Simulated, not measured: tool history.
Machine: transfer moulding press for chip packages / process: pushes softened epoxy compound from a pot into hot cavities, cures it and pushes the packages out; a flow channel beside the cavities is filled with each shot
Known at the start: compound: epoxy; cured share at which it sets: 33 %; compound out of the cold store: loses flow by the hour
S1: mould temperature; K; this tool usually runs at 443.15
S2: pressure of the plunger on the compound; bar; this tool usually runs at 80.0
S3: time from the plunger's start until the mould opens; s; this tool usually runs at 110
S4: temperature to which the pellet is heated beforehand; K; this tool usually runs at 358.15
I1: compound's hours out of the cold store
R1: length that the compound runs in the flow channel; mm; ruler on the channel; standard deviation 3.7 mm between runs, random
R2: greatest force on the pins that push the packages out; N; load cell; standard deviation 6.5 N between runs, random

{"run": 1, "hour": 0.0, "S1": 443.15, "S2": 80.0, "S3": 110, "S4": 358.15, "I1": 29.5, "R1": 527, "R2": 367}
{"run": 2, "hour": 6.9, "S1": 443.15, "S2": 80.0, "S3": 110, "S4": 358.15, "I1": 34.2, "R1": 514, "R2": 376}
{"hour": 10.0, "done": "cavities cleaned with cleaning compound and waxed"}
{"run": 3, "hour": 15.2, "S1": 443.15, "S2": 80.0, "S3": 110, "S4": 358.15, "I1": 44.1, "R1": 492, "R2": 420}
{"run": 4, "hour": 20.5, "S1": 443.15, "S2": 80.0, "S3": 110, "S4": 358.15, "I1": 46.1, "R1": 487, "R2": 433}
{"run": 5, "hour": 29.0, "S1": 443.15, "S2": 80.0, "S3": 110, "S4": 358.15, "I1": 13.0, "R1": 572, "R2": 480}
{"run": 6, "hour": 38.6, "S1": 443.15, "S2": 80.0, "S3": 110, "S4": 358.15, "I1": 20.4, "R1": 548, "R2": 480}
{"hour": 46.4, "done": "cavities cleaned with cleaning compound and waxed"}
{"run": 7, "hour": 51.9, "S1": 443.15, "S2": 79.6, "S3": 110, "S4": 358.15, "I1": 27.6, "R1": 527, "R2": 299}
{"run": 8, "hour": 60.8, "S1": 443.15, "S2": 79.6, "S3": 110, "S4": 358.15, "I1": 47.4, "R1": 481, "R2": 318}
{"run": 9, "hour": 67.7, "S1": 443.15, "S2": 79.6, "S3": 110, "S4": 362.15, "I1": 18.4, "R1": 546, "R2": 361}
{"hour": 70.7, "done": "cavities cleaned with cleaning compound and waxed, once more"}
{"run": 10, "hour": 75.4, "S1": 443.15, "S2": 61.9, "S3": 110, "S4": 358.15, "I1": 24.6, "R1": 468, "R2": 284}
{"run": 11, "hour": 80.7, "S1": 443.15, "S2": 80.0, "S3": 110, "S4": 358.15, "I1": 19.3, "R1": 550, "R2": 312}
{"run": 12, "hour": 90.3, "S1": 443.15, "S2": 80.0, "S3": 110, "S4": 358.15, "I1": 36.7, "R1": 496, "R2": 353}
{"run": 13, "hour": 102.0, "S1": 443.15, "S2": 80.0, "S3": 110, "S4": 358.15, "I1": 31.0, "R1": 509, "R2": 376}
{"hour": 106.7, "done": "cavities cleaned with cleaning compound and waxed"}
{"run": 14, "hour": 114.7, "S1": 443.15, "S2": 80.0, "S3": 110, "S4": 364.15, "I1": 38.9, "R1": 492, "R2": 293}
{"run": 15, "hour": 124.2, "S1": 443.15, "S2": 80.0, "S3": 110, "S4": 364.15, "I1": 15.8, "R1": 552, "R2": 349}
{"run": 16, "hour": 132.8, "S1": 443.15, "S2": 63.3, "S3": 117, "S4": 364.15, "I1": 27.3, "R1": 463, "R2": 336}
{"run": 17, "hour": 138.7, "S1": 447.15, "S2": 81.6, "S3": 117, "S4": 366.15, "I1": 42.1, "R1": 479, "R2": 331}
{"hour": 143.6, "done": "cavities cleaned with cleaning compound and waxed"}
{"run": 18, "hour": 147.5, "S1": 440.15, "S2": 62.5, "S3": 110, "S4": 358.15, "I1": 15.7, "R1": 497, "R2": 337}
{"run": 19, "hour": 157.9, "S1": 440.15, "S2": 62.5, "S3": 110, "S4": 358.15, "I1": 46.7, "R1": 427, "R2": 351}
{"run": 20, "hour": 164.1, "S1": 440.15, "S2": 62.5, "S3": 110, "S4": 358.15, "I1": 15.3, "R1": 495, "R2": 424}
{"run": 21, "hour": 171.9, "S1": 437.15, "S2": 71.0, "S3": 140, "S4": 357.15, "I1": 26.0, "R1": 502, "R2": 361}
{"hour": 180.5, "done": "cavities cleaned with cleaning compound and waxed"}
{"run": 22, "hour": 183.1, "S1": 437.15, "S2": 71.0, "S3": 140, "S4": 357.15, "I1": 42.8, "R1": 464, "R2": 247}
{"run": 23, "hour": 190.6, "S1": 437.15, "S2": 71.0, "S3": 140, "S4": 357.15, "I1": 26.8, "R1": 499, "R2": 292}
{"run": 24, "hour": 199.8, "S1": 443.15, "S2": 80.0, "S3": 110, "S4": 360.15, "I1": 40.0, "R1": 481, "R2": 324}
{"run": 25, "hour": 206.8, "S1": 442.15, "S2": 80.0, "S3": 110, "S4": 360.15, "I1": 32.0, "R1": 502, "R2": 383}
{"hour": 216.6, "done": "cavities cleaned with cleaning compound and waxed"}
{"run": 26, "hour": 221.0, "S1": 442.15, "S2": 67.2, "S3": 110, "S4": 361.15, "I1": 21.3, "R1": 491, "R2": 314}
{"run": 27, "hour": 226.7, "S1": 442.15, "S2": 67.2, "S3": 110, "S4": 361.15, "I1": 21.7, "R1": 483, "R2": 335}
{"run": 28, "hour": 233.6, "S1": 448.15, "S2": 85.8, "S3": 114, "S4": 359.15, "I1": 42.3, "R1": 491, "R2": 284}
{"run": 29, "hour": 245.7, "S1": 436.15, "S2": 86.1, "S3": 119, "S4": 356.15, "I1": 47.9, "R1": 488, "R2": 479}

Branching from run 29: 3 alternative next runs. What would each branch give?
{"run": "A", "hour": 250.9, "S1": 436.15, "S2": 80.0, "S3": 98, "S4": 348.15, "I1": 38.2, "R1": "?", "R2": "?"}
{"run": "B", "hour": 250.9, "S1": 451.15, "S2": 86.1, "S3": 143, "S4": 356.15, "I1": 13.8, "R1": "?", "R2": "?"}
{"run": "C", "hour": 250.9, "S1": 451.15, "S2": 80.0, "S3": 110, "S4": 358.15, "I1": 43.8, "R1": "?", "R2": "?"}

run=A R1=497 R2=758
run=B R1=551 R2=311
run=C R1=461 R2=311
Without the tool's hidden state the same runs would have given:
run=A R1=520 R2=495
run=B R1=575 R2=199
run=C R1=482 R2=198
